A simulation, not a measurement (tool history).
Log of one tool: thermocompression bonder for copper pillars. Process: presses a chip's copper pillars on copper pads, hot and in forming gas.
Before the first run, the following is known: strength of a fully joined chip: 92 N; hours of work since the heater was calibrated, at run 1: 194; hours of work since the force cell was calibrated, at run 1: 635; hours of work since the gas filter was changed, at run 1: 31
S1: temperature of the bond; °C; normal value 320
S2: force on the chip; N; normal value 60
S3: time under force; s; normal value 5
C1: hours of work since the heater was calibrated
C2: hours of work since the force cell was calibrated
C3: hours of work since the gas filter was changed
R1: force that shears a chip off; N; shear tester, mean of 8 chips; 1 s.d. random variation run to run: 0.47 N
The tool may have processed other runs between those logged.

Run 1, hour 0.0: usual settings; C1 194; C2 635; C3 31. Result: R1 41.3 N.
Run 2, hour 102.1: usual settings; C1 264; C2 704; C3 100. Result: R1 40.2 N.
Run 3, hour 144.0: usual settings; C1 292; C2 733; C3 129. Result: R1 39.8 N.
Run 4, hour 222.7: usual settings but S1 306 °C; C1 346; C2 787; C3 182. Result: R1 35.4 N.
Run 5, hour 293.7: usual settings but S1 306 °C; C1 394; C2 835; C3 231. Result: R1 35.7 N.
Run 6, hour 362.0: usual settings but S1 306 °C; C1 441; C2 881; C3 277. Result: R1 36.1 N.
Run 7, hour 424.2: usual settings; C1 483; C2 924; C3 320. Result: R1 39.5 N.
At hour 449.3: forming gas filter changed.
Run 8, hour 524.1: usual settings; C1 551; C2 991; C3 51. Result: R1 40.9 N.
Run 9, hour 580.8: usual settings; C1 590; C2 1030; C3 90. Result: R1 40.6 N.
Run 10, hour 666.5: usual settings; C1 648; C2 1088; C3 148. Result: R1 39.9 N.
Run 11, hour 733.7: usual settings; C1 694; C2 1134; C3 194. Result: R1 39.7 N.
Run 12, hour 802.6: usual settings; C1 741; C2 1181; C3 241. Result: R1 40.2 N.
Run 13, hour 854.0: usual settings but S2 37 N; C1 776; C2 1216; C3 276. Result: R1 27.2 N.
At hour 917.6: heater calibrated with a thermocouple chip.
At hour 919.1: force cell calibrated.
At hour 949.7: forming gas filter changed.
Run 14, hour 949.8: usual settings but S2 37 N; C1 21; C2 21; C3 0. Result: R1 28.0 N.
Run 15, hour 996.5: usual settings but S1 348 °C, S2 37 N; C1 52; C2 52; C3 32. Result: R1 35.9 N.
Run 16, hour 1067.1: usual settings; C1 100; C2 100; C3 80. Result: R1 41.4 N.
Run 17, hour 1161.5: usual settings; C1 165; C2 165; C3 144. Result: R1 41.5 N.
Run 18, hour 1208.8: usual settings; C1 197; C2 197; C3 176. Result: R1 40.3 N.
Run 19, hour 1295.7: usual settings; C1 256; C2 256; C3 236. Result: R1 40.6 N.
Run 20, hour 1345.4: usual settings; C1 290; C2 290; C3 269. Result: R1 39.9 N.
Run 21, hour 1397.2: usual settings; C1 325; C2 325; C3 305. Result: R1 39.5 N.
At hour 1445.5: forming gas filter changed.
Run 22, hour 1488.0: usual settings; C1 387; C2 387; C3 29. Result: R1 43.3 N.
Run 23, hour 1578.5: usual settings; C1 448; C2 448; C3 91. Result: R1 42.0 N.
Run 24, hour 1637.7: usual settings but S2 80 N, S3 6 s; C1 489; C2 489; C3 131. Result: R1 54.6 N.
Run 25, hour 1721.9: usual settings but S2 80 N, S3 6 s; C1 546; C2 546; C3 188. Result: R1 52.4 N.
Run 26, hour 1808.2: usual settings but S2 80 N, S3 6 s; C1 605; C2 605; C3 247. Result: R1 52.1 N.
Run 27, hour 1905.5: usual settings but S2 70 N; C1 671; C2 671; C3 313. Result: R1 45.3 N.
At hour 1942.6: forming gas filter changed.
Run 28, hour 1964.3: usual settings but S2 45 N; C1 711; C2 711; C3 15. Result: R1 34.8 N.
Run 29, hour 2058.1: usual settings but S1 300 °C, S2 66 N; C1 775; C2 775; C3 79. Result: R1 39.0 N.
At hour 2118.5: heater calibrated with a thermocouple chip.
Run 30, hour 2125.7: usual settings but S1 340 °C, S2 37 N, S3 3 s; C1 5; C2 819; C3 123. Result: R1 25.5 N.
Run 31, hour 2217.3: usual settings but S2 37 N; C1 67; C2 882; C3 186. Result: R1 26.5 N.
Run 32, hour 2288.4: usual settings but S1 333 °C, S2 54 N, S3 11 s; C1 116; C2 930; C3 234. Result: R1 50.6 N.
Run 33, hour 2370.1: usual settings but S2 68 N, S3 7 s; C1 171; C2 986; C3 290. Result: R1 47.0 N.
At hour 2440.1: forming gas filter changed.
Run 34, hour 2452.6: usual settings; C1 227; C2 1041; C3 9. Result: R1 40.0 N.
Run 35, hour 2504.8: usual settings but S1 314 °C, S2 86 N; C1 263; C2 1077; C3 44. Result: R1 48.5 N.
Run 36, hour 2585.5: usual settings but S1 314 °C, S2 86 N; C1 318; C2 1132; C3 99. Result: R1 48.1 N.
Run 37, hour 2629.5: usual settings but S1 347 °C, S2 37 N; C1 348; C2 1162; C3 129. Result: R1 33.6 N.
Run 38, hour 2706.6: usual settings but S1 309 °C, S2 82 N, S3 3 s; C1 400; C2 1214; C3 182. Result: R1 38.0 N.
At hour 2772.7: force cell calibrated.
Run 39, hour 2773.7: usual settings but S1 309 °C, S2 82 N, S3 3 s; C1 445; C2 1; C3 226. Result: R1 40.3 N.

Each row is a separate what-if for the run after 39, all from the same tool condition, not one after another. Results?
Run A, hour 2832.8: usual settings but S1 322 °C, S2 82 N, S3 3 s; C1 485; C2 41; C3 266. Result: R1 ?.
Run B, hour 2832.8: usual settings but S1 334 °C; C1 485; C2 41; C3 266. Result: R1 ?.
Run C, hour 2832.8: usual settings but S1 327 °C; C1 485; C2 41; C3 266. Result: R1 ?.

run    R1
  A  44.1
  B  45.2
  C  43.9
Stripped of hidden state, with their random variation kept, the same runs would have yielded:
run    R1
  A  44.1
  B  45.4
  C  44.0

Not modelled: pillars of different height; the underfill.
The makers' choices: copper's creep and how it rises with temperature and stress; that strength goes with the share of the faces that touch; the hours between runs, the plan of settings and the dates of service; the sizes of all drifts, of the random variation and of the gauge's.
